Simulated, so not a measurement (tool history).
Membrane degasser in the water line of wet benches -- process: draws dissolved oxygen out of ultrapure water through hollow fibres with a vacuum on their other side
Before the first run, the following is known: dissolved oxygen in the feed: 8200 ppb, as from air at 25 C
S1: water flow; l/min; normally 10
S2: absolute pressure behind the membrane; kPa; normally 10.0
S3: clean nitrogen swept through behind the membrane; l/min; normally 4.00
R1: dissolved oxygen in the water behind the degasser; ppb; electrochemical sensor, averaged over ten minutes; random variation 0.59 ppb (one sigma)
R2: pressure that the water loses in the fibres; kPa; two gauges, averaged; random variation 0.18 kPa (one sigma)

{"run": 1, "hour": 0.0, "S1": 10, "S2": 10.0, "S3": 4.0, "R1": 53.7, "R2": 32.7}
{"run": 2, "hour": 180.5, "S1": 10, "S2": 10.0, "S3": 4.0, "R1": 55.7, "R2": 32.25}
{"run": 3, "hour": 391.4, "S1": 10, "S2": 22.3, "S3": 4.0, "R1": 132.5, "R2": 31.99}
{"run": 4, "hour": 601.6, "S1": 10, "S2": 22.3, "S3": 4.0, "R1": 128.9, "R2": 32.49}
{"run": 5, "hour": 799.4, "S1": 10, "S2": 22.3, "S3": 4.0, "R1": 133.6, "R2": 32.42}
{"run": 6, "hour": 986.6, "S1": 10, "S2": 10.0, "S3": 4.0, "R1": 55.9, "R2": 32.44}
{"hour": 1250.2, "done": "vacuum gauge calibrated"}
{"run": 7, "hour": 1302.2, "S1": 10, "S2": 10.0, "S3": 4.0, "R1": 55.8, "R2": 32.31}
{"run": 8, "hour": 1595.5, "S1": 10, "S2": 10.0, "S3": 4.0, "R1": 55.5, "R2": 32.66}
{"run": 9, "hour": 1824.8, "S1": 10, "S2": 10.0, "S3": 4.0, "R1": 55.4, "R2": 32.53}
{"run": 10, "hour": 1982.6, "S1": 10, "S2": 10.0, "S3": 4.0, "R1": 55.2, "R2": 32.46}
{"hour": 2117.3, "done": "vacuum gauge calibrated, once more"}
{"run": 11, "hour": 2212.8, "S1": 10, "S2": 10.0, "S3": 4.0, "R1": 55.3, "R2": 32.39}
{"run": 12, "hour": 2472.3, "S1": 10, "S2": 10.0, "S3": 4.0, "R1": 55.0, "R2": 32.41}
{"run": 13, "hour": 2793.0, "S1": 10, "S2": 10.0, "S3": 4.0, "R1": 55.6, "R2": 32.73}
{"run": 14, "hour": 3033.7, "S1": 10, "S2": 10.0, "S3": 4.0, "R1": 56.6, "R2": 32.89}
{"run": 15, "hour": 3297.3, "S1": 13, "S2": 21.8, "S3": 5.52, "R1": 134.3, "R2": 42.81}
{"hour": 3359.3, "done": "seals of the vacuum lines changed"}
{"run": 16, "hour": 3452.1, "S1": 13, "S2": 11.4, "S3": 4.0, "R1": 89.1, "R2": 42.03}
{"run": 17, "hour": 3646.7, "S1": 7, "S2": 7.2, "S3": 7.38, "R1": 14.4, "R2": 22.76}
{"run": 18, "hour": 3930.0, "S1": 10, "S2": 6.5, "S3": 4.0, "R1": 33.9, "R2": 32.85}
{"run": 19, "hour": 4094.4, "S1": 8, "S2": 14.1, "S3": 4.0, "R1": 61.9, "R2": 26.54}
{"run": 20, "hour": 4291.5, "S1": 8, "S2": 9.2, "S3": 1.65, "R1": 81.0, "R2": 26.41}
{"run": 21, "hour": 4604.2, "S1": 14, "S2": 14.8, "S3": 9.44, "R1": 73.7, "R2": 46.1}
{"run": 22, "hour": 4816.7, "S1": 14, "S2": 12.3, "S3": 9.44, "R1": 63.9, "R2": 46.42}
{"run": 23, "hour": 5139.7, "S1": 10, "S2": 23.6, "S3": 4.0, "R1": 142.0, "R2": 33.09}

Some steps in R1 between neighbouring runs. How much of each would the tool show without its hidden state too (settings, what came in, random variation), and how much is left for the hidden state, with any gauge scatter that isn't in both results?
Unlogged tool condition in this case: membrane still open, %; true pressure behind the membrane over the reading, kPa; air that leaks in behind the membrane, l/min; drift of the gauge itself on oxygen_ppb, %; drift of the gauge itself on loss_of_pressure_kpa, %.
Run 14 -> 15: S1 10 -> 13, S2 10.0 -> 21.8, S3 4.00 -> 5.52. R1 +77.7 ppb: hidden state +3.8, all else +73.9.
Run 16 -> 17: S1 13 -> 7, S2 11.4 -> 7.2, S3 4.00 -> 7.38. R1 -74.7 ppb: hidden state -4.5, all else -70.2.
Run 20 -> 21: S1 8 -> 14, S2 9.2 -> 14.8, S3 1.65 -> 9.44. R1 -7.3 ppb: hidden state +4.4, all else -11.7.
Run 22 -> 23: S1 14 -> 10, S2 12.3 -> 23.6, S3 9.44 -> 4.00. R1 +78.1 ppb: hidden state -2.1, all else +80.2.

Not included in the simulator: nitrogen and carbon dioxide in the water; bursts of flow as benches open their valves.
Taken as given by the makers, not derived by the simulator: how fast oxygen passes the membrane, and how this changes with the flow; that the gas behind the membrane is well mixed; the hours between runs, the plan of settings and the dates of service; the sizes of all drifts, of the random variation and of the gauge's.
